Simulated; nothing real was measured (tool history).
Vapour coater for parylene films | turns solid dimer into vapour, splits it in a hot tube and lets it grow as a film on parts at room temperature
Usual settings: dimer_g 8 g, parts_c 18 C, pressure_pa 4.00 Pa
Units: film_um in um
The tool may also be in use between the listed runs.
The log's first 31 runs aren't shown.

run 32 hour=1171.6 | dimer_g=11 parts_c=17 pressure_pa=6.52 | film_um=1.462
run 33 hour=1214.1 | dimer_g=11 parts_c=17 pressure_pa=6.52 | film_um=1.459
run 34 hour=1260.5 | dimer_g=11 parts_c=20 pressure_pa=2.26 | film_um=1.503
run 35 hour=1298.2 | dimer_g=4 parts_c=12 pressure_pa=5.39 | film_um=0.665
run 36 hour=1328.0 | dimer_g=4 parts_c=20 pressure_pa=6.53 | film_um=0.463
run 37 hour=1351.0 | dimer_g=4 parts_c=20 pressure_pa=6.53 | film_um=0.457
run 38 hour=1390.1 | dimer_g=4 parts_c=20 pressure_pa=6.53 | film_um=0.462
run 39 hour=1442.6 | dimer_g=11 parts_c=21 pressure_pa=3.40 | film_um=1.335
run 40 hour=1481.6 | dimer_g=11 parts_c=21 pressure_pa=3.40 | film_um=1.313
run 41 hour=1515.7 | dimer_g=11 parts_c=21 pressure_pa=3.40 | film_um=1.304
run 42 hour=1543.4 | dimer_g=8 parts_c=18 pressure_pa=4.00 | film_um=1.053
run 43 hour=1576.8 | dimer_g=4 parts_c=13 pressure_pa=5.96 | film_um=0.611
run 44 hour=1624.1 | dimer_g=4 parts_c=13 pressure_pa=5.96 | film_um=0.591

4 ways to go on from here, each from the tool as it stands after run 44. What would each give?
run A hour=1674.3 | dimer_g=5 parts_c=18 pressure_pa=2.83 | film_um=?
run B hour=1674.3 | dimer_g=6 parts_c=18 pressure_pa=6.23 | film_um=?
run C hour=1674.3 | dimer_g=9 parts_c=24 pressure_pa=7.66 | film_um=?
run D hour=1674.3 | dimer_g=8 parts_c=11 pressure_pa=3.29 | film_um=?

run=A film_um=0.689
run=B film_um=0.722
run=C film_um=0.834
run=D film_um=1.402
Without the tool's hidden state the same runs would have given:
run=A film_um=0.756
run=B film_um=0.794
run=C film_um=0.917
run=D film_um=1.541
